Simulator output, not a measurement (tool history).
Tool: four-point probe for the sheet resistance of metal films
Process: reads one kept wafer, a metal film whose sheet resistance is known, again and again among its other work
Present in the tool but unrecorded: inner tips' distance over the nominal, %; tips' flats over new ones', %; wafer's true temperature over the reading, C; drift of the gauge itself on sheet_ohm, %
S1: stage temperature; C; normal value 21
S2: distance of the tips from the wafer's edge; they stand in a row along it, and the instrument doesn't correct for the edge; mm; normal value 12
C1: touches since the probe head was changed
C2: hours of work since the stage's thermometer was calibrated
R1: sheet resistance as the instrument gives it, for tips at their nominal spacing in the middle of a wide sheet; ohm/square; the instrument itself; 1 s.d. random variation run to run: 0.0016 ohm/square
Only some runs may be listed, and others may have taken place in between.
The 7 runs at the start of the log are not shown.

{"run": 8, "hour": 811.1, "S1": 21, "S2": 13, "C1": 52100, "C2": 404, "R1": 8.111908}
{"run": 9, "hour": 903.2, "S1": 23, "S2": 12, "C1": 55293, "C2": 444, "R1": 8.111658}
{"run": 10, "hour": 1043.3, "S1": 22, "S2": 12, "C1": 60145, "C2": 503, "R1": 8.113336}
{"run": 11, "hour": 1183.8, "S1": 32, "S2": 12, "C1": 65014, "C2": 563, "R1": 8.115489}
{"run": 12, "hour": 1250.3, "S1": 32, "S2": 12, "C1": 67317, "C2": 592, "R1": 8.114525}
{"run": 13, "hour": 1342.8, "S1": 26, "S2": 12, "C1": 70522, "C2": 631, "R1": 8.113915}
{"run": 14, "hour": 1448.7, "S1": 28, "S2": 12, "C1": 74192, "C2": 677, "R1": 8.112534}
{"run": 15, "hour": 1583.4, "S1": 28, "S2": 12, "C1": 78858, "C2": 734, "R1": 8.110242}
{"run": 16, "hour": 1704.4, "S1": 28, "S2": 12, "C1": 83052, "C2": 786, "R1": 8.109392}
{"run": 17, "hour": 1846.8, "S1": 28, "S2": 27, "C1": 87985, "C2": 846, "R1": 8.084915}
{"run": 18, "hour": 1950.6, "S1": 28, "S2": 27, "C1": 91583, "C2": 891, "R1": 8.088908}
{"run": 19, "hour": 2060.4, "S1": 23, "S2": 72, "C1": 95387, "C2": 938, "R1": 8.080925}
{"run": 20, "hour": 2162.4, "S1": 18, "S2": 20, "C1": 98919, "C2": 981, "R1": 8.087279}
{"run": 21, "hour": 2278.3, "S1": 23, "S2": 4, "C1": 102938, "C2": 1031, "R1": 8.339274}
{"run": 22, "hour": 2351.7, "S1": 23, "S2": 53, "C1": 105478, "C2": 1062, "R1": 8.079434}

For run 23, what comes out?
{"run": 23, "hour": 2474.5, "S1": 23, "S2": 53, "C1": 109735, "C2": 1114, "R1": "?"}

R1: 8.078165 ohm/square
Were there no unlogged condition in the tool, this run, its random variation unchanged, would have produced R1 8.076938 ohm/square.
